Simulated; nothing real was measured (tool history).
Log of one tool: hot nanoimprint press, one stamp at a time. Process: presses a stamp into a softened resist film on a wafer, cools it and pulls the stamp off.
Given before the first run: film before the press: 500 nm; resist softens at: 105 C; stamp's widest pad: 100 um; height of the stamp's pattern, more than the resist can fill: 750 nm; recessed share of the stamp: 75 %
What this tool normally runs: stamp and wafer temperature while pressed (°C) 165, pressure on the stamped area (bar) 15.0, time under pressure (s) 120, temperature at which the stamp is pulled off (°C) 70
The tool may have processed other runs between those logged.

run   hour  stamp and wafer temperature while pressed (°C)  pressure on the stamped area (bar)  time under pressure (s)  temperature at which the stamp is pulled off (°C)  resist left under the stamp's widest pad (nm)  greatest force while the stamp is pulled off (N)
  1    0.0                                             165                                15.0                      120                                                 70                                          162.6                                               247
  2   10.3                                             165                                15.0                      120                                                 70                                          162.2                                               248
  3   28.8                                             165                                15.0                      120                                                 70                                          162.9                                               264
  4   50.9                                             165                                15.0                      120                                                 70                                          164.5                                               264
  5   67.7                                             165                                15.0                      120                                                 70                                          161.2                                               266
  6   89.4                                             165                                18.3                      120                                                 70                                          146.3                                               278
  7  100.0                                             165                                18.3                      120                                                 70                                          145.7                                               269
  8  116.9                                             165                                18.3                      120                                                 70                                          145.8                                               288
  9  132.2                                             165                                15.0                      120                                                 64                                          163.4                                               297
 10  150.5                                             165                                15.0                      120                                                 64                                          158.4                                               315
 11  175.1                                             174                                15.0                      120                                                 70                                           93.5                                               299
 12  189.3                                             174                                15.0                      120                                                 70                                           93.1                                               300
 13  210.5                                             165                                15.0                      120                                                 70                                          159.2                                               311
 14  234.5                                             165                                15.0                      120                                                 70                                          159.9                                               314
     241.9  -- plate thermocouple calibrated
 15  248.5                                             165                                15.0                      120                                                 70                                          175.5                                               327
 16  268.4                                             165                                15.0                      120                                                 70                                          173.9                                               326
 17  279.2                                             165                                15.0                      120                                                 70                                          174.8                                               336
 18  302.3                                             165                                15.0                      120                                                 70                                          173.0                                               352
 19  322.9                                             158                                15.0                      120                                                 70                                          262.2                                               358
 20  344.8                                             158                                15.0                      120                                                 70                                          259.0                                               353
 21  363.2                                             157                                17.3                      178                                                 64                                          225.9                                               380
 22  376.1                                             157                                18.0                      178                                                 64                                          219.0                                               398
 23  392.1                                             165                                15.0                       75                                                 71                                          209.3                                               358
 24  412.2                                             173                                 9.5                       63                                                 60                                          177.5                                               420
 25  431.1                                             173                                 9.5                       63                                                 60                                          176.2                                               425
 26  445.7                                             173                                 9.5                       63                                                 60                                          176.2                                               427
     459.0  -- stamp cleaned and given a new release coat
 27  464.1                                             155                                14.6                      120                                                 70                                          303.7                                               235
 28  475.2                                             174                                23.1                      120                                                 70                                           80.6                                               232
 29  493.4                                             160                                12.7                      229                                                 68                                          190.0                                               240
 30  513.9                                             160                                12.7                      229                                                 68                                          190.9                                               251

Hidden state or all else? Some run-to-run changes of resist left under the stamp's widest pad (nm), split into what the settings, what came in and random variation would give without the hidden state, and what is left for the hidden state (with any gauge scatter that isn't in both results):
The tool's hidden condition here consists of: true temperature over the reading, C; pressure that arrives at the usual setting, %; grip of the stamp's worn release coat, % over a new coat's; drift of the gauge itself on residual_nm, %; drift of the gauge itself on pull_off_n, %.
Run 10 -> 11: stamp and wafer temperature while pressed (°C) 165 -> 174, temperature at which the stamp is pulled off (°C) 64 -> 70. resist left under the stamp's widest pad (nm) -64.9: hidden state +5.9, all else -70.8.
Run 12 -> 13: stamp and wafer temperature while pressed (°C) 174 -> 165. resist left under the stamp's widest pad (nm) +66.1: hidden state -7.2, all else +73.3.
Run 14 -> 15: plate thermocouple calibrated. resist left under the stamp's widest pad (nm) +15.6: hidden state +15.8, all else -0.2.
Run 26 -> 27: stamp and wafer temperature while pressed (°C) 173 -> 155, pressure on the stamped area (bar) 9.5 -> 14.6, time under pressure (s) 63 -> 120, temperature at which the stamp is pulled off (°C) 60 -> 70, stamp cleaned and given a new release coat. resist left under the stamp's widest pad (nm) +127.5: hidden state -2.9, all else +130.4.
Run 27 -> 28: stamp and wafer temperature while pressed (°C) 155 -> 174, pressure on the stamped area (bar) 14.6 -> 23.1. resist left under the stamp's widest pad (nm) -223.1: hidden state +5.5, all else -228.6.
Run 28 -> 29: stamp and wafer temperature while pressed (°C) 174 -> 160, pressure on the stamped area (bar) 23.1 -> 12.7, time under pressure (s) 120 -> 229, temperature at which the stamp is pulled off (°C) 70 -> 68. resist left under the stamp's widest pad (nm) +109.4: hidden state -4.7, all else +114.1.

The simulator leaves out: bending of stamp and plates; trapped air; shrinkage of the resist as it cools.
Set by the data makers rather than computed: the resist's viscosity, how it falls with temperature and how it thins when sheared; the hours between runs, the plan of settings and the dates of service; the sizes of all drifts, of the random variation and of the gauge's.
